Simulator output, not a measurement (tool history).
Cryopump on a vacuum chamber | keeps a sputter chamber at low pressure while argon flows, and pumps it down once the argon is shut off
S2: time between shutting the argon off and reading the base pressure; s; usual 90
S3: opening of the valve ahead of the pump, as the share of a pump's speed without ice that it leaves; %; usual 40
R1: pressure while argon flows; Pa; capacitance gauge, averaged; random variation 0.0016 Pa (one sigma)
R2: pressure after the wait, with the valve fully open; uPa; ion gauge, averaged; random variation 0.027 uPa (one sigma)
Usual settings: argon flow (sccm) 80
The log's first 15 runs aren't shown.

run 16 hour=176.4 | argon_flow_(sccm)=114 S2=90 S3=40 | R1=0.5606 R2=2.55
run 17 hour=193.5 | argon_flow_(sccm)=42 S2=31 S3=17 | R1=0.4700 R2=4.10
run 18 hour=209.6 | argon_flow_(sccm)=96 S2=76 S3=40 | R1=0.4736 R2=2.71
run 19 hour=217.4 | argon_flow_(sccm)=69 S2=85 S3=40 | R1=0.3387 R2=2.71
run 20 hour=226.3 | argon_flow_(sccm)=107 S2=85 S3=40 | R1=0.5314 R2=2.72
run 21 hour=239.1 | argon_flow_(sccm)=79 S2=31 S3=59 | R1=0.2736 R2=4.35
run 22 hour=251.4 | argon_flow_(sccm)=79 S2=31 S3=59 | R1=0.2748 R2=4.20
run 23 hour=264.4 | argon_flow_(sccm)=79 S2=31 S3=59 | R1=0.2760 R2=4.35
run 24 hour=277.8 | argon_flow_(sccm)=86 S2=119 S3=59 | R1=0.2991 R2=2.47
run 25 hour=287.7 | argon_flow_(sccm)=98 S2=21 S3=16 | R1=1.1842 R2=5.42
run 26 hour=303.5 | argon_flow_(sccm)=98 S2=21 S3=16 | R1=1.1877 R2=5.30
run 27 hour=311.2 | argon_flow_(sccm)=98 S2=36 S3=52 | R1=0.3855 R2=3.89
run 28 hour=319.7 | argon_flow_(sccm)=67 S2=52 S3=40 | R1=0.3361 R2=3.28
run 29 hour=329.3 | argon_flow_(sccm)=99 S2=90 S3=45 | R1=0.4434 R2=2.75
run 30 hour=346.0 | argon_flow_(sccm)=80 S2=20 S3=22 | R1=0.7111 R2=5.83
run 31 hour=356.8 | argon_flow_(sccm)=80 S2=64 S3=40 | R1=0.4041 R2=3.12

Forecast each of these 5 alternatives for the next run:
run A hour=373.6 | argon_flow_(sccm)=36 S2=144 S3=18 | R1=? R2=?
run B hour=373.6 | argon_flow_(sccm)=105 S2=33 S3=45 | R1=? R2=?
run C hour=373.6 | argon_flow_(sccm)=80 S2=90 S3=27 | R1=? R2=?
run D hour=373.6 | argon_flow_(sccm)=133 S2=145 S3=26 | R1=? R2=?
run E hour=373.6 | argon_flow_(sccm)=126 S2=64 S3=26 | R1=? R2=?

run=A R1=0.3860 R2=2.48
run=B R1=0.4762 R2=4.19
run=C R1=0.5841 R2=2.81
run=D R1=1.0056 R2=2.48
run=E R1=0.9556 R2=3.14
Without the tool's hidden state the same runs would have given:
run=A R1=0.3711 R2=0.86
run=B R1=0.4330 R2=2.59
run=C R1=0.5511 R2=1.20
run=D R1=0.9507 R2=0.86
run=E R1=0.9034 R2=1.52
